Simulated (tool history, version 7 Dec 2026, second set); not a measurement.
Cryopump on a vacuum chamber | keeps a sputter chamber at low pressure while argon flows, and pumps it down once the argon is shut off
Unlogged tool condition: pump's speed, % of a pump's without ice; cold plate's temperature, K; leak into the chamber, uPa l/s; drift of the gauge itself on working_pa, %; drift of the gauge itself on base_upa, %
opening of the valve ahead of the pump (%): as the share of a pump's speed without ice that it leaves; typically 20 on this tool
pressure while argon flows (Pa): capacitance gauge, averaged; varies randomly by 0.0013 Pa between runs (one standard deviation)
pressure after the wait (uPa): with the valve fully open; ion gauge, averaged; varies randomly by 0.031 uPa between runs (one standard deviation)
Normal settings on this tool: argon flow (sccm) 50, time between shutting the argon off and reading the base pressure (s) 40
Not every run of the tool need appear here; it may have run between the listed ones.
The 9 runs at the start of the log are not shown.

run   hour  argon flow (sccm)  time between shutting the argon off and reading the base pressure (s)  opening of the valve ahead of the pump (%)  hours of work since the pump was warmed up and emptied  hours of work since the cold head was overhauled  hours of work since the chamber's fittings were tightened  pressure while argon flows (Pa)  pressure after the wait (uPa)
 10  384.3                 50                                                                     40                                          25                                                      68                                              1196                                                        186                            0.255                           1.94
 11  414.4                 50                                                                     34                                          20                                                      88                                              1215                                                        205                           0.3185                           2.26
 12  457.3                 50                                                                     34                                          20                                                     115                                              1242                                                        233                           0.3187                           2.33
 13    517                 50                                                                     34                                          20                                                     153                                              1280                                                        271                           0.3198                           2.43
 14  570.1                 50                                                                     34                                          20                                                     187                                              1314                                                        305                           0.3247                           2.54
 15    627                 50                                                                     34                                          20                                                     223                                              1351                                                        341                           0.3248                            2.7
 16  685.8                 50                                                                     40                                          20                                                     261                                              1388                                                        379                           0.3299                           2.48
 17  726.2                 50                                                                     40                                          20                                                     287                                              1414                                                        405                           0.3306                           2.57
 18  776.4                 50                                                                     40                                          20                                                     319                                              1446                                                        437                           0.3325                           2.66
 19  821.9                 68                                                                    202                                          38                                                     348                                              1475                                                        466                           0.2553                           1.71

The next listed run, before its measurement:
     832.3  -- pump warmed up, emptied and cooled again
 20  880.8                 50                                                                     46                                          20                                                      31                                              1510                                                        500                                ?                              ?

Run 20 gave pressure while argon flows (Pa) 0.3158, pressure after the wait (uPa) 2.37.
Had the tool carried no hidden state, the very same run would have given pressure while argon flows (Pa) 0.3135, pressure after the wait (uPa) 1.46.
